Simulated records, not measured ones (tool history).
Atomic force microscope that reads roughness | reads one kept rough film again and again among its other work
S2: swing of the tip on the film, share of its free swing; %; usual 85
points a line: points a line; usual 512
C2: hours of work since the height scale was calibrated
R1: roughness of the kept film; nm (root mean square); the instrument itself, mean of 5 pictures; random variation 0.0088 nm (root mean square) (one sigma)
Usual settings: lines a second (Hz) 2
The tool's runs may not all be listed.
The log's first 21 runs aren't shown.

run 22 day=8.638 | lines_a_second_(Hz)=2.58 S2=55 points_a_line=512 | pictures_with_this_tip=32 C2=238 | R1=2.06
run 23 day=8.883 | lines_a_second_(Hz)=2.58 S2=55 points_a_line=512 | pictures_with_this_tip=41 C2=242 | R1=2.005
run 24 day=9.35 | lines_a_second_(Hz)=1.99 S2=71 points_a_line=889 | pictures_with_this_tip=59 C2=249 | R1=1.874
run 25 day=9.608 | lines_a_second_(Hz)=2.9 S2=70 points_a_line=913 | pictures_with_this_tip=69 C2=252 | R1=1.787
run 26 day=9.988 | lines_a_second_(Hz)=2.9 S2=60 points_a_line=301 | pictures_with_this_tip=84 C2=258 | R1=1.784
run 27 day=10.446 | lines_a_second_(Hz)=2 S2=85 points_a_line=323 | pictures_with_this_tip=101 C2=265 | R1=1.566
run 28 day=10.896 | lines_a_second_(Hz)=2 S2=85 points_a_line=323 | pictures_with_this_tip=119 C2=271 | R1=1.522
run 29 day=11.288 | lines_a_second_(Hz)=1.25 S2=83 points_a_line=312 | pictures_with_this_tip=134 C2=277 | R1=1.578
run 30 day=11.608 | lines_a_second_(Hz)=0.84 S2=58 points_a_line=396 | pictures_with_this_tip=146 C2=281 | R1=1.702
run 31 day=11.85 | lines_a_second_(Hz)=3.78 S2=71 points_a_line=460 | pictures_with_this_tip=155 C2=285 | R1=1.477

Run 32 comes next. What will it give?
run 32 day=12.096 | lines_a_second_(Hz)=3.64 S2=57 points_a_line=803 | pictures_with_this_tip=165 C2=288 | R1=?

{"run 32": {"R1": 1.586}}
Without the tool's hidden state the same run would have given R1 2.189 nm (root mean square).

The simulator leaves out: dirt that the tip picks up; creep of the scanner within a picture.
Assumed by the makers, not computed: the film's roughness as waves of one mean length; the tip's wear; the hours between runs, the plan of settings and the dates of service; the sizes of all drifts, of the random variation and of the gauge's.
